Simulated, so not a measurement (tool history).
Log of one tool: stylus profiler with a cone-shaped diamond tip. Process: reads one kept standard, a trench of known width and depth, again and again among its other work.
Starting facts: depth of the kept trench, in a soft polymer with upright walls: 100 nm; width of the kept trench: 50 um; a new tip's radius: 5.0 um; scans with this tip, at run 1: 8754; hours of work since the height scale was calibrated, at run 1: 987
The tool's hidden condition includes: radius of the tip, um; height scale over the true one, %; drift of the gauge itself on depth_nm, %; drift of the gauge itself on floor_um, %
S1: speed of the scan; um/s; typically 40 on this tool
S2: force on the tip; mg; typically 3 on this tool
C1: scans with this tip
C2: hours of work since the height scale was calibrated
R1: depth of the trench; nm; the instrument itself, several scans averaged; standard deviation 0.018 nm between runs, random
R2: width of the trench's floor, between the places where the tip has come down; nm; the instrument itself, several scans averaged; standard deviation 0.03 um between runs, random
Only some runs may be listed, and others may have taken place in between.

Run 1, hour 0: usual settings; C1 8754; C2 987. Result: R1 101.7 nm, R2 47640 nm.
Run 2, hour 31.5: usual settings; C1 8929; C2 1007. Result: R1 101.7 nm, R2 47580 nm.
Run 3, hour 65.2: usual settings; C1 9115; C2 1028. Result: R1 101.73 nm, R2 47580 nm.
Run 4, hour 88: usual settings but S2 1.57 mg; C1 9241; C2 1042. Result: R1 101.16 nm, R2 47550 nm.
Run 5, hour 130.7: usual settings but S2 1.57 mg; C1 9478; C2 1069. Result: R1 101.19 nm, R2 47510 nm.
Run 6, hour 182.5: usual settings but S2 1.57 mg; C1 9764; C2 1101. Result: R1 101.18 nm, R2 47550 nm.
Run 7, hour 210.1: usual settings; C1 9917; C2 1118. Result: R1 101.69 nm, R2 47610 nm.
Run 8, hour 251.7: usual settings but S1 64 um/s; C1 10147; C2 1144. Result: R1 101.72 nm, R2 47510 nm.
Run 9, hour 281.4: usual settings; C1 10311; C2 1163. Result: R1 101.76 nm, R2 47570 nm.
Run 10, hour 332.4: usual settings; C1 10593; C2 1195. Result: R1 101.77 nm, R2 47550 nm.
Run 11, hour 383.5: usual settings; C1 10876; C2 1227. Result: R1 101.77 nm, R2 47560 nm.
Run 12, hour 431.9: usual settings but S1 17 um/s; C1 11144; C2 1257. Result: R1 101.76 nm, R2 47670 nm.
Run 13, hour 475: usual settings but S1 56 um/s; C1 11383; C2 1284. Result: R1 101.76 nm, R2 47540 nm.
Run 14, hour 497.2: usual settings but S1 56 um/s; C1 11505; C2 1298. Result: R1 101.74 nm, R2 47490 nm.
Run 15, hour 533.6: usual settings but S1 56 um/s; C1 11707; C2 1320. Result: R1 101.75 nm, R2 47510 nm.
Run 16, hour 580.2: usual settings but S1 26 um/s; C1 11965; C2 1349. Result: R1 101.76 nm, R2 47570 nm.
Run 17, hour 618.7: usual settings but S1 26 um/s; C1 12178; C2 1373. Result: R1 101.75 nm, R2 47590 nm.
Run 18, hour 649.1: usual settings but S1 16 um/s; C1 12346; C2 1392. Result: R1 101.8 nm, R2 47580 nm.
Run 19, hour 682.4: usual settings but S1 80 um/s; C1 12530; C2 1413. Result: R1 101.76 nm, R2 47350 nm.
At hour 703.1: height scale calibrated on a step standard.
Run 20, hour 718.4: usual settings but S2 1.6 mg; C1 12727; C2 10. Result: R1 101.05 nm, R2 47490 nm.
Run 21, hour 761.9: usual settings but S2 1.6 mg; C1 12967; C2 37. Result: R1 101.04 nm, R2 47500 nm.
Run 22, hour 785.3: usual settings but S2 1.6 mg; C1 13097; C2 51. Result: R1 101.07 nm, R2 47460 nm.
Run 23, hour 828.4: usual settings but S2 5.34 mg; C1 13335; C2 78. Result: R1 102.29 nm, R2 47510 nm.
Run 24, hour 857.2: usual settings but S2 5.34 mg; C1 13494; C2 96. Result: R1 102.27 nm, R2 47550 nm.
Run 25, hour 904.6: usual settings but S2 5.34 mg; C1 13756; C2 126. Result: R1 102.3 nm, R2 47510 nm.
Run 26, hour 931.3: usual settings but S1 152 um/s, S2 3.07 mg; C1 13904; C2 142. Result: R1 101.62 nm, R2 47110 nm.
Run 27, hour 977.6: usual settings but S1 128 um/s, S2 3.83 mg; C1 14161; C2 171. Result: R1 101.86 nm, R2 47220 nm.
Run 28, hour 1026.6: usual settings but S1 128 um/s, S2 3.83 mg; C1 14432; C2 202. Result: R1 101.89 nm, R2 47270 nm.
Run 29, hour 1054: usual settings but S1 52 um/s; C1 14583; C2 219. Result: R1 101.63 nm, R2 47440 nm.
Run 30, hour 1078.2: usual settings but S1 123 um/s, S2 2.38 mg; C1 14717; C2 234. Result: R1 101.35 nm, R2 47110 nm.
Run 31, hour 1111.3: usual settings but S2 1.14 mg; C1 14900; C2 255. Result: R1 100.87 nm, R2 47420 nm.
Run 32, hour 1140.3: usual settings but S1 113 um/s, S2 1.84 mg; C1 15060; C2 273. Result: R1 101.18 nm, R2 47120 nm.
Run 33, hour 1162: usual settings but S1 24 um/s, S2 5.36 mg; C1 15180; C2 286. Result: R1 102.4 nm, R2 47600 nm.
Run 34, hour 1186.4: usual settings but S1 18 um/s, S2 1.09 mg; C1 15316; C2 302. Result: R1 100.85 nm, R2 47440 nm.
Run 35, hour 1225.5: usual settings but S1 35 um/s, S2 2.72 mg; C1 15532; C2 326. Result: R1 101.5 nm, R2 47420 nm.
Run 36, hour 1252.2: usual settings but S1 35 um/s, S2 1.19 mg; C1 15680; C2 343. Result: R1 100.92 nm, R2 47380 nm.
Run 37, hour 1292.1: usual settings but S1 35 um/s, S2 1.19 mg; C1 15900; C2 368. Result: R1 100.9 nm, R2 47320 nm.
Run 38, hour 1334.1: usual settings but S1 35 um/s, S2 1.19 mg; C1 16133; C2 394. Result: R1 100.93 nm, R2 47370 nm.
Run 39, hour 1380.2: usual settings but S1 35 um/s, S2 1.19 mg; C1 16388; C2 423. Result: R1 100.94 nm, R2 47340 nm.
Run 40, hour 1420.5: usual settings but S2 1.54 mg; C1 16611; C2 448. Result: R1 101.07 nm, R2 47390 nm.
Run 41, hour 1453.1: usual settings but S1 29 um/s, S2 2.24 mg; C1 16792; C2 468. Result: R1 101.37 nm, R2 47420 nm.
Run 42, hour 1490.6: usual settings but S1 29 um/s, S2 8.44 mg; C1 16999; C2 491. Result: R1 103.22 nm, R2 47510 nm.
Run 43, hour 1535.6: usual settings but S1 29 um/s, S2 8.44 mg; C1 17248; C2 519. Result: R1 103.18 nm, R2 47470 nm.
Run 44, hour 1565.8: usual settings but S1 32 um/s, S2 1.18 mg; C1 17415; C2 538. Result: R1 100.93 nm, R2 47420 nm.
Run 45, hour 1610: usual settings but S1 32 um/s, S2 5.34 mg; C1 17659; C2 566. Result: R1 102.37 nm, R2 47480 nm.
Run 46, hour 1651.4: usual settings but S1 18 um/s, S2 1.57 mg; C1 17888; C2 592. Result: R1 101.14 nm, R2 47450 nm.
Run 47, hour 1697.7: usual settings but S1 18 um/s, S2 1.57 mg; C1 18145; C2 621. Result: R1 101.11 nm, R2 47440 nm.

Hidden condition of the tool, last listed run before each entry between runs versus first listed run after:
After run 19, before run 20: height scale calibrated on a step standard (hour 703.1)
  radius of the tip, um: 6.89 -> 6.92; height scale over the true one, %: 0.242 -> 0.021
  difference, measured minus the result without the unlogged condition, R1: +0.25 -> +0.02 nm; R2: -350 -> -360 nm

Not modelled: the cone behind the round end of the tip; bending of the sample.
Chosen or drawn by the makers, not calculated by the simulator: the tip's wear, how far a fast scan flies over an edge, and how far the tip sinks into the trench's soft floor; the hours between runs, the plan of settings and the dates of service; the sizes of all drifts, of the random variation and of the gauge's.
